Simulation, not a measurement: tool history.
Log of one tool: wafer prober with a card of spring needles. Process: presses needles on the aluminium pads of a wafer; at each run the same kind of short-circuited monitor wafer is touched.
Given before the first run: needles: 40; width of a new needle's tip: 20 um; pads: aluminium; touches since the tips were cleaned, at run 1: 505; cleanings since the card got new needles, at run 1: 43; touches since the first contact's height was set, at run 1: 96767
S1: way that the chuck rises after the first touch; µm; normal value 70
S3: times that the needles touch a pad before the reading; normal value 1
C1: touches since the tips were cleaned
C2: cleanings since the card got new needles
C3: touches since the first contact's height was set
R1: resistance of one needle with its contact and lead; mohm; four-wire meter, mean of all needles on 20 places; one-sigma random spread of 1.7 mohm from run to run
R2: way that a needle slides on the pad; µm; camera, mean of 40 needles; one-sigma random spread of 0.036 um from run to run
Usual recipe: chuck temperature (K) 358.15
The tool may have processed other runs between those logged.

Run 1, hour 0: usual settings; C1 505; C2 43; C3 96767. Result: R1 268 mohm, R2 8.2 µm.
At hour 21.9: tips cleaned on abrasive film.
Run 2, hour 23.8: usual settings but S1 84 µm; C1 365; C2 44; C3 101341. Result: R1 214 mohm, R2 9.92 µm.
Run 3, hour 44.3: usual settings but S1 84 µm; C1 4308; C2 44; C3 105284. Result: R1 370 mohm, R2 9.86 µm.
At hour 46.1: tips cleaned on abrasive film.
At hour 70.2: tips cleaned on abrasive film.
Run 4, hour 72.1: usual settings but S1 84 µm; C1 383; C2 46; C3 110609. Result: R1 226 mohm, R2 9.86 µm.
At hour 94.3: tips cleaned on abrasive film.
Run 5, hour 94.3: usual settings but S1 84 µm; C1 0; C2 47; C3 114856. Result: R1 185 mohm, R2 9.81 µm.
Run 6, hour 116.9: usual settings but chuck temperature (K) 312.15; C1 4365; C2 47; C3 119221. Result: R1 464 mohm, R2 8.19 µm.
At hour 119.2: tips cleaned on abrasive film.
Run 7, hour 130.3: usual settings; C1 2124; C2 48; C3 121769. Result: R1 390 mohm, R2 8.15 µm.
At hour 136.9: height of the first contact set anew.
Run 8, hour 143.1: usual settings; C1 4538; C2 48; C3 1192. Result: R1 456 mohm, R2 8.16 µm.
At hour 144.9: tips cleaned on abrasive film.
Run 9, hour 163.3: usual settings; C1 3559; C2 49; C3 5072. Result: R1 449 mohm, R2 8.2 µm.
At hour 168.9: tips cleaned on abrasive film.
Run 10, hour 181.9: usual settings; C1 2513; C2 50; C3 8633. Result: R1 425 mohm, R2 8.03 µm.
At hour 194.3: tips cleaned on abrasive film.
Run 11, hour 209.3: usual settings; C1 2880; C2 51; C3 13884. Result: R1 434 mohm, R2 8.08 µm.
At hour 219: tips cleaned on abrasive film.
Run 12, hour 229: usual settings; C1 1926; C2 52; C3 17675. Result: R1 400 mohm, R2 8.02 µm.
At hour 244.6: tips cleaned on abrasive film.
Run 13, hour 248.2: usual settings; C1 675; C2 53; C3 21339. Result: R1 295 mohm, R2 8.05 µm.
At hour 270.2: tips cleaned on abrasive film.
Run 14, hour 271.6: usual settings; C1 275; C2 54; C3 25844. Result: R1 235 mohm, R2 7.99 µm.
Run 15, hour 289.9: usual settings; C1 3803; C2 54; C3 29372. Result: R1 450 mohm, R2 8.04 µm.
At hour 295.1: tips cleaned on abrasive film.
At hour 302: height of the first contact set anew, once more.
Run 16, hour 315.3: usual settings; C1 3837; C2 55; C3 2566. Result: R1 438 mohm, R2 8.49 µm.
At hour 320.5: tips cleaned on abrasive film.
Run 17, hour 343.3: usual settings but S1 58 µm, chuck temperature (K) 307.15; C1 4396; C2 56; C3 7935. Result: R1 583 mohm, R2 6.97 µm.
At hour 344.9: tips cleaned on abrasive film.
Run 18, hour 358.2: usual settings but S1 71 µm, chuck temperature (K) 387.15; C1 2560; C2 57; C3 10793. Result: R1 393 mohm, R2 8.56 µm.
At hour 370.7: tips cleaned on abrasive film.
Run 19, hour 379.4: usual settings but S1 52 µm, chuck temperature (K) 374.15; C1 1687; C2 58; C3 14860. Result: R1 505 mohm, R2 6.26 µm.
At hour 394.9: tips cleaned on abrasive film.
Run 20, hour 395.5: usual settings but S1 52 µm; C1 132; C2 59; C3 17949. Result: R1 257 mohm, R2 6.19 µm.
Run 21, hour 412.4: usual settings but S1 52 µm; C1 3379; C2 59; C3 21196. Result: R1 634 mohm, R2 6.15 µm.
At hour 419.5: tips cleaned on abrasive film.
Run 22, hour 426.2: usual settings but S1 52 µm; C1 1291; C2 60; C3 23842. Result: R1 469 mohm, R2 6.19 µm.
At hour 443.9: tips cleaned on abrasive film.
Run 23, hour 450.4: usual settings but S1 63 µm, chuck temperature (K) 364.15, S3 2; C1 1255; C2 61; C3 28480. Result: R1 301 mohm, R2 7.45 µm.
At hour 469.6: tips cleaned on abrasive film.
Run 24, hour 469.9: usual settings but S1 63 µm, chuck temperature (K) 364.15, S3 2; C1 72; C2 62; C3 32226. Result: R1 199 mohm, R2 7.53 µm.
Run 25, hour 485.8: usual settings but S1 71 µm; C1 3130; C2 62; C3 35284. Result: R1 429 mohm, R2 8.45 µm.
At hour 493.8: tips cleaned on abrasive film.
Run 26, hour 513.5: usual settings but S1 71 µm; C1 3806; C2 63; C3 40602. Result: R1 445 mohm, R2 8.42 µm.
At hour 519.3: tips cleaned on abrasive film.
Run 27, hour 540.9: usual settings but S1 84 µm, chuck temperature (K) 310.15; C1 4159; C2 64; C3 45865. Result: R1 378 mohm, R2 10.06 µm.
At hour 544.8: tips cleaned on abrasive film.
Run 28, hour 557.4: usual settings but S1 84 µm, chuck temperature (K) 310.15; C1 2436; C2 65; C3 49023. Result: R1 338 mohm, R2 10.04 µm.
At hour 570.3: tips cleaned on abrasive film.
Run 29, hour 576.9: usual settings but S1 68 µm, S3 2; C1 1286; C2 66; C3 52767. Result: R1 295 mohm, R2 8.04 µm.
At hour 595.1: tips cleaned on abrasive film.
Run 30, hour 601.4: usual settings but S1 52 µm; C1 1225; C2 67; C3 57467. Result: R1 499 mohm, R2 6.19 µm.
At hour 620: tips cleaned on abrasive film.
Run 31, hour 620.2: usual settings but S1 69 µm, S3 3; C1 45; C2 68; C3 61060. Result: R1 190 mohm, R2 8.16 µm.
At hour 644.1: tips cleaned on abrasive film.
Run 32, hour 647.6: usual settings but S1 69 µm, S3 3; C1 670; C2 69; C3 66325. Result: R1 221 mohm, R2 8.21 µm.

Below are 3 alternative next runs, each starting from the tool's condition after run 32. Predict each:
Run A, hour 667.3: usual settings but S1 69 µm, S3 2; C1 4454; C2 69; C3 70109. Result: R1 ?, R2 ?.
Run B, hour 667.3: usual settings but S1 69 µm, S3 2; C1 4454; C2 69; C3 70109. Result: R1 ?, R2 ?.
Run C, hour 667.3: usual settings but S1 78 µm, chuck temperature (K) 303.15, S3 2; C1 4454; C2 69; C3 70109. Result: R1 ?, R2 ?.

run   R1    R2
  A  358  8.15
  B  358  8.22
  C  324  9.24
Had the tool no hidden state, the same runs would have come out as:
run   R1    R2
  A  172  8.34
  B  170  8.41
  C  161  9.43
